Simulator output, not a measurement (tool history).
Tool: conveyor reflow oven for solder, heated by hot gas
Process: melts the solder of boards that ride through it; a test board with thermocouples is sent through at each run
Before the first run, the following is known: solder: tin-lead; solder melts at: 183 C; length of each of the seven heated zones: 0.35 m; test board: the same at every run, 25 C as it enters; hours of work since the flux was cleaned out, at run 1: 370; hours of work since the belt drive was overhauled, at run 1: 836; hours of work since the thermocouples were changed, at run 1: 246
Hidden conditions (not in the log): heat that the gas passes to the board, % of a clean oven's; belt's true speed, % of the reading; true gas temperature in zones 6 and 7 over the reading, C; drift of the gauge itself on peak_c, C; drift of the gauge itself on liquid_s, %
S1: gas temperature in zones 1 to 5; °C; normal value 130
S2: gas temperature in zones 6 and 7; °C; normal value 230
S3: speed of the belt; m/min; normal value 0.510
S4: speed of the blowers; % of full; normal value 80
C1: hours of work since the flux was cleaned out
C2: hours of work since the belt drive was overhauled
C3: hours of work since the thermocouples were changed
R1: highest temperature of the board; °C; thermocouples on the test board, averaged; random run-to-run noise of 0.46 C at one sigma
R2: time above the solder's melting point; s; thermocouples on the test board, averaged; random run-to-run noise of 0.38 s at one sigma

run,day,S1,S2,S3,S4,C1,C2,C3,R1,R2
1,0.000,130,230,0.510,80,370,836,246,215.9,59.7
2,2.254,130,230,0.510,80,405,871,282,215.1,58.8
3,5.100,130,230,0.510,80,449,916,326,215.9,59.6
# day 6.954: flux residue cleaned out of gas plates and filters
4,7.904,130,230,0.510,80,15,956,366,216.8,61.8
5,11.062,130,230,0.510,80,64,1005,416,216.8,60.6
# day 13.604: belt drive overhauled, speed set with a stopwatch
6,13.688,130,230,0.510,80,102,1,454,215.1,58.2
7,16.288,130,230,0.510,80,143,42,494,215.2,58.3
8,18.538,130,230,0.510,80,178,77,529,214.9,57.5
9,22.288,130,230,0.510,80,236,135,588,214.4,58.6
10,26.117,130,230,0.510,80,296,195,647,213.2,57.2
11,29.508,136,230,0.493,80,349,248,700,215.5,63.0
12,31.512,132,231,0.493,80,380,279,731,216.2,61.7
13,34.492,130,244,0.510,71,426,325,778,224.3,65.0
# day 36.838: thermocouples of zones 6 and 7 changed
# day 37.925: flux residue cleaned out of gas plates and filters
14,38.254,130,244,0.510,71,5,379,19,228.6,67.9
15,40.817,130,224,0.510,80,45,419,59,210.8,55.8
16,43.162,118,224,0.510,80,82,456,95,209.0,50.0
17,46.079,143,234,0.452,80,127,501,141,225.2,80.9

A few steps of R1 between consecutive runs. Split each: what settings, incoming material and random variation would produce without the hidden state, and what is left over for the hidden state, along with gauge scatter present in only one of the two compared results (measured, and without hidden state):
Run 13 -> 14: thermocouples of zones 6 and 7 changed, flux residue cleaned out of gas plates and filters. R1 +4.3 °C: hidden state +4.1, all else +0.2.
Run 14 -> 15: S2 244 -> 224, S4 71 -> 80. R1 -17.8 °C: hidden state -0.4, all else -17.4.

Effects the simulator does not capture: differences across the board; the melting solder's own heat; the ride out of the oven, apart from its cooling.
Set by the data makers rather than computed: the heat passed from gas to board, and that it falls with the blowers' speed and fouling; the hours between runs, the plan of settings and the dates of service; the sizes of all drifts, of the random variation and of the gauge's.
